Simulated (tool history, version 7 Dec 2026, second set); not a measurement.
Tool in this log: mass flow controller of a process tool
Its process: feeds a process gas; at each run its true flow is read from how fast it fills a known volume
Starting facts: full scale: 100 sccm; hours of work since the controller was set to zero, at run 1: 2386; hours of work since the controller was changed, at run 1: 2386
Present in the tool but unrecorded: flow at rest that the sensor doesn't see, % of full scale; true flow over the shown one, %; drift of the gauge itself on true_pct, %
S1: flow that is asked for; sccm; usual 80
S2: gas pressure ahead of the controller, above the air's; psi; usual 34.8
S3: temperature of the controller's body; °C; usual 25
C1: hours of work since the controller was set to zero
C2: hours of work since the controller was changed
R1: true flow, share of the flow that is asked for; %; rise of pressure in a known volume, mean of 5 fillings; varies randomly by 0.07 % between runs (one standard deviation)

run	hour	S1	S2	S3	C1	C2	R1
1	0	80	34.8	25	2386	2386	99.29
2	66.8	80	34.8	25	2434	2434	99.12
3	198.1	80	34.8	25	2529	2529	99.29
4	308	80	34.8	24	2608	2608	99.31
5	376.3	80	29.2	24	2657	2657	99.43
6	455.4	80	29.2	24	2714	2714	99.47
7	565	80	29.2	24	2793	2793	99.55
8	635.1	80	29.2	24	2844	2844	99.47
9	770.2	80	34.8	25	2941	2941	99.19
10	853.6	80	34.8	25	3002	3002	99.26
11	914.6	80	34.8	25	3046	3046	99.16
12	997	80	34.8	25	3105	3105	99.38
13	1073	80	34.8	24	3160	3160	99.37
14	1160	22	34.8	27	3223	3223	97.51
15	1247.5	28	21.9	25	3286	3286	98.06
16	1360.6	28	23.9	32	3367	3367	97.72
17	1428.7	28	23.9	25	3416	3416	97.95
18	1536.7	28	23.9	25	3494	3494	97.96
19	1628.8	80	34.8	32	3561	3561	99.05
20	1694	80	34.8	32	3608	3608	99.08
21	1758.2	80	34.8	32	3654	3654	98.89
22	1869.8	39	37.7	23	3735	3735	98.07
23	1945.4	17	34.8	29	3789	3789	97.29
24	2074.8	17	34.8	29	3883	3883	97.22
25	2186.1	17	30.7	29	3963	3963	97.4

Below are 4 alternative next runs, each starting from the tool's condition after run 25. Predict each:
A	2266.1	56	30.6	35	4021	4021	?
B	2266.1	97	34.8	25	4021	4021	?
C	2266.1	62	30.5	25	4021	4021	?
D	2266.1	23	38.6	30	4021	4021	?

run	R1
A	98.31
B	99.72
C	98.82
D	97.43
Take away the tool's hidden state, keep each run's random variation, and the runs would have read:
run	R1
A	98.31
B	99.73
C	98.82
D	97.42

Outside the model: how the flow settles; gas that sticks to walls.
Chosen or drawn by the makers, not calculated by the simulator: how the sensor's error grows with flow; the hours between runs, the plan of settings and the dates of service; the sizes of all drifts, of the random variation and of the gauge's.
